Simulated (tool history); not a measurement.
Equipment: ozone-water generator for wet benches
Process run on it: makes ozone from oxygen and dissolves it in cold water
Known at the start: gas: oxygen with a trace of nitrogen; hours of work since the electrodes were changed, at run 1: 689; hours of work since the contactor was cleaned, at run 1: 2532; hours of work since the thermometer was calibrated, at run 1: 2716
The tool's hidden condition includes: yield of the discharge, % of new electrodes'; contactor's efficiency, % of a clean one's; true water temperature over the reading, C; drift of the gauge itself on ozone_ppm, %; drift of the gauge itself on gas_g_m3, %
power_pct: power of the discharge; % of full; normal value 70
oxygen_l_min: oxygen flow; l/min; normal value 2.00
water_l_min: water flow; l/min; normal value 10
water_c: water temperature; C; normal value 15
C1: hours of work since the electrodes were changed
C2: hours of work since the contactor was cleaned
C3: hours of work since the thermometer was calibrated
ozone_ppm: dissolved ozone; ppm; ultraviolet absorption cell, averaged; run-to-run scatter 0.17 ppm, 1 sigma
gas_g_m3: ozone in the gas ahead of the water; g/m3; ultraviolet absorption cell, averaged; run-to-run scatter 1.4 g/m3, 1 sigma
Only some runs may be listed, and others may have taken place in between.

run 1 day=0.000 | power_pct=70 oxygen_l_min=2.00 water_l_min=10 water_c=15 | C1=689 C2=2532 C3=2716 | ozone_ppm=22.8 gas_g_m3=256.9
run 2 day=5.129 | power_pct=70 oxygen_l_min=2.00 water_l_min=10 water_c=15 | C1=779 C2=2622 C3=2806 | ozone_ppm=22.9 gas_g_m3=256.0
run 3 day=12.667 | power_pct=70 oxygen_l_min=2.00 water_l_min=10 water_c=15 | C1=911 C2=2754 C3=2938 | ozone_ppm=23.3 gas_g_m3=254.5
run 4 day=19.850 | power_pct=70 oxygen_l_min=2.22 water_l_min=10 water_c=15 | C1=1037 C2=2880 C3=3064 | ozone_ppm=23.1 gas_g_m3=241.6
run 5 day=23.171 | power_pct=94 oxygen_l_min=2.00 water_l_min=10 water_c=15 | C1=1096 C2=2938 C3=3123 | ozone_ppm=28.6 gas_g_m3=321.1
run 6 day=29.908 | power_pct=70 oxygen_l_min=2.00 water_l_min=11 water_c=15 | C1=1214 C2=3057 C3=3241 | ozone_ppm=21.1 gas_g_m3=256.6
run 7 day=35.138 | power_pct=56 oxygen_l_min=2.00 water_l_min=10 water_c=15 | C1=1306 C2=3148 C3=3333 | ozone_ppm=19.5 gas_g_m3=216.5
run 8 day=40.688 | power_pct=56 oxygen_l_min=2.00 water_l_min=10 water_c=15 | C1=1403 C2=3246 C3=3430 | ozone_ppm=19.5 gas_g_m3=216.6
run 9 day=45.729 | power_pct=52 oxygen_l_min=2.00 water_l_min=10 water_c=15 | C1=1492 C2=3334 C3=3519 | ozone_ppm=18.5 gas_g_m3=207.4
run 10 day=52.096 | power_pct=70 oxygen_l_min=2.00 water_l_min=10 water_c=15 | C1=1603 C2=3446 C3=3630 | ozone_ppm=22.8 gas_g_m3=256.6
run 11 day=57.246 | power_pct=70 oxygen_l_min=2.84 water_l_min=10 water_c=15 | C1=1694 C2=3536 C3=3721 | ozone_ppm=23.6 gas_g_m3=215.1
run 12 day=63.188 | power_pct=70 oxygen_l_min=2.84 water_l_min=10 water_c=15 | C1=1798 C2=3641 C3=3825 | ozone_ppm=23.2 gas_g_m3=214.3
run 13 day=68.408 | power_pct=70 oxygen_l_min=2.84 water_l_min=10 water_c=19 | C1=1890 C2=3732 C3=3917 | ozone_ppm=22.2 gas_g_m3=216.2
run 14 day=74.000 | power_pct=70 oxygen_l_min=2.84 water_l_min=10 water_c=19 | C1=1988 C2=3830 C3=4015 | ozone_ppm=21.9 gas_g_m3=214.8
run 15 day=79.054 | power_pct=70 oxygen_l_min=2.84 water_l_min=10 water_c=19 | C1=2076 C2=3919 C3=4103 | ozone_ppm=22.1 gas_g_m3=214.7
run 16 day=83.367 | power_pct=70 oxygen_l_min=2.84 water_l_min=10 water_c=19 | C1=2152 C2=3995 C3=4179 | ozone_ppm=22.4 gas_g_m3=216.1
run 17 day=86.925 | power_pct=70 oxygen_l_min=2.59 water_l_min=11 water_c=10 | C1=2215 C2=4057 C3=4242 | ozone_ppm=23.2 gas_g_m3=228.9

Run 18 has not been measured yet. What should we expect?
run 18 day=91.358 | power_pct=68 oxygen_l_min=1.93 water_l_min=13 water_c=18 | C1=2292 C2=4135 C3=4319 | ozone_ppm=? gas_g_m3=?

{"run 18": {"ozone_ppm": 17.3, "gas_g_m3": 257.3}}
With no hidden state in the tool, this same run would have given ozone_ppm 17.3 ppm, gas_g_m3 253.8 g/m3.
